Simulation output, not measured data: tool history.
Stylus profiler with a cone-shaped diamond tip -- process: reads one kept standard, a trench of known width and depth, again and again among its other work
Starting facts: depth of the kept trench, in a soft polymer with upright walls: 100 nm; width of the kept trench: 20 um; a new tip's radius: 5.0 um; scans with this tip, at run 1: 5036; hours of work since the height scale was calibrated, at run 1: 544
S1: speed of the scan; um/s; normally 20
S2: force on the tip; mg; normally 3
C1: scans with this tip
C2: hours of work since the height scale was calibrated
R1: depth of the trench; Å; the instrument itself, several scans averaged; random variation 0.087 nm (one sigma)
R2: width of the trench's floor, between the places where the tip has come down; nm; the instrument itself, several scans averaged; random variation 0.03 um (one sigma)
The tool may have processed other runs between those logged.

run,day,S1,S2,C1,C2,R1,R2
1,0,20,3,5036,544,1013.6,17870
2,1.958,20,3,5319,574,1012.9,17920
3,4.333,20,3,5662,611,1013.9,17950
4,6.783,20,3,6016,649,1013.2,17940
5,8.638,20,3,6283,678,1012.9,17920
6,10.521,20,3,6555,708,1013.2,17860
7,12.275,20,3,6809,735,1012.7,17850
8,14.175,20,3,7082,764,1013.8,17880
9,16.142,20,3,7366,795,1013.6,17830
10,18.55,20,3,7714,833,1012.8,17870
11,20.071,20,3,7933,856,1013.1,17860
12,21.417,20,3,8128,877,1013.2,17910
13,22.938,20,3,8348,901,1012.6,17860
14,25.462,20,3,8712,940,1012.9,17870
15,26.779,61,3,8902,961,1013.5,17680
16,29.129,61,3,9241,997,1013.1,17690
17,30.492,61,3,9438,1019,1012,17700
18,32.596,61,2.91,9741,1051,1012.9,17720
19,34.525,20,3,10020,1082,1012.9,17790
20,35.912,20,3,10220,1103,1013.3,17900
21,37.967,20,3,10517,1135,1012.8,17930
22,39.758,20,3,10776,1163,1012.2,17880
23,40.942,20,3,10946,1181,1011.7,17900
24,43.071,25,4.94,11253,1215,1019.3,17870
25,45.104,7,3.09,11547,1246,1015.6,17970
26,46.4,20,2.5,11734,1267,1012.3,17880
27,47.796,30,1.48,11936,1288,1008,17760
28,48.812,49,2.84,12082,1304,1012.2,17740
29,50.846,49,7.52,12376,1336,1024.5,17870
30,52.825,20,1.12,12661,1367,1006.7,17860
31,55.212,5,1.85,13006,1404,1009.7,17970
32,56.975,6,1.46,13261,1431,1008.8,17920
33,58.108,13,1.82,13424,1449,1011.3,17890
34,59.388,64,4.21,13609,1469,1017.1,17770
35,60.933,37,2.53,13832,1493,1011.4,17840
36,63.058,21,4.61,14139,1526,1016.1,17940
37,64.367,21,4.61,14328,1546,1018.1,17920
38,65.438,67,5.64,14482,1563,1021.5,17760
# day 65.796: new tip fitted, height scale calibrated
39,67.629,6,2.39,265,29,1011,17930
40,70.062,20,1.3,616,66,1008.2,17840
41,71.862,7,2.24,876,95,1011.1,18000
42,73.312,7,1.3,1085,117,1007.4,17960
43,74.9,15,1.42,1314,142,1008,17900

Forecast run 44:
44,76.1,7,1.42,1487,161,?,?

R1: 1008.4 Å
R2: 17990 nm
Were there no unlogged condition in the tool, this run, its random variation unchanged, would have produced R1 1008.4 Å, R2 18000 nm.
